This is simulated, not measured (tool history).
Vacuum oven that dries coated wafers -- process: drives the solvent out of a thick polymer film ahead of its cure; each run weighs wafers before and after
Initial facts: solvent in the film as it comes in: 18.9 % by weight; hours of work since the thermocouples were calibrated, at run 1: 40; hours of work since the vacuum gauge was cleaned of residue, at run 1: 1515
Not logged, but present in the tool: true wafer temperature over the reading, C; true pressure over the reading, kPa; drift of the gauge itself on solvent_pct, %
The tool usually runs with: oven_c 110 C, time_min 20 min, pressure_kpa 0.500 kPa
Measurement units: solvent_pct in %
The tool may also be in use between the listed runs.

| run | hour | oven_c | time_min | pressure_kpa | hours of work since the thermocouples were calibrated | hours of work since the vacuum gauge was cleaned of residue | solvent_pct |
|---|---|---|---|---|---|---|---|
| 1 | 0.0 | 110 | 20 | 0.500 | 40 | 1515 | 1.68 |
| 2 | 59.4 | 110 | 20 | 0.500 | 80 | 1556 | 1.67 |
| 3 | 139.9 | 110 | 20 | 0.500 | 136 | 1611 | 1.66 |
| 4 | 233.6 | 98 | 20 | 0.500 | 200 | 1676 | 3.98 |
| 5 | 308.4 | 98 | 20 | 0.500 | 251 | 1727 | 3.94 |
| 6 | 393.5 | 98 | 19 | 0.500 | 310 | 1785 | 4.19 |
|  | 405.6 | vacuum gauge cleaned of residue and calibrated |
| 7 | 471.9 | 98 | 19 | 0.500 | 363 | 46 | 4.37 |
| 8 | 528.8 | 98 | 19 | 0.338 | 402 | 85 | 4.24 |
| 9 | 612.6 | 98 | 19 | 0.338 | 459 | 142 | 4.19 |
|  | 687.2 | vacuum gauge cleaned of residue and calibrated, once more |
| 10 | 701.2 | 113 | 17 | 0.500 | 519 | 10 | 1.42 |
| 11 | 788.4 | 113 | 17 | 0.954 | 579 | 69 | 1.64 |
| 12 | 840.8 | 113 | 28 | 0.669 | 615 | 105 | 0.63 |
| 13 | 928.4 | 110 | 15 | 0.323 | 675 | 166 | 2.17 |
| 14 | 969.4 | 120 | 26 | 0.927 | 703 | 194 | 0.52 |
| 15 | 1020.1 | 110 | 23 | 1.447 | 738 | 229 | 1.61 |
| 16 | 1101.9 | 110 | 23 | 1.447 | 794 | 285 | 1.60 |
| 17 | 1187.1 | 107 | 12 | 1.447 | 852 | 343 | 4.43 |
| 18 | 1256.0 | 107 | 12 | 1.447 | 900 | 390 | 4.41 |

Difference, measured minus no-hidden-state, one row per run. Run-to-run variation is common to both terms; the gauge's own scatter need not be:
| run | solvent_pct |
|---|---|
| 1 | +0.15 |
| 2 | +0.15 |
| 3 | +0.14 |
| 4 | +0.12 |
| 5 | +0.11 |
| 6 | +0.08 |
| 7 | +0.28 |
| 8 | +0.27 |
| 9 | +0.25 |
| 10 | -0.21 |
| 11 | -0.22 |
| 12 | -0.09 |
| 13 | -0.31 |
| 14 | -0.05 |
| 15 | -0.21 |
| 16 | -0.21 |
| 17 | -0.49 |
| 18 | -0.51 |
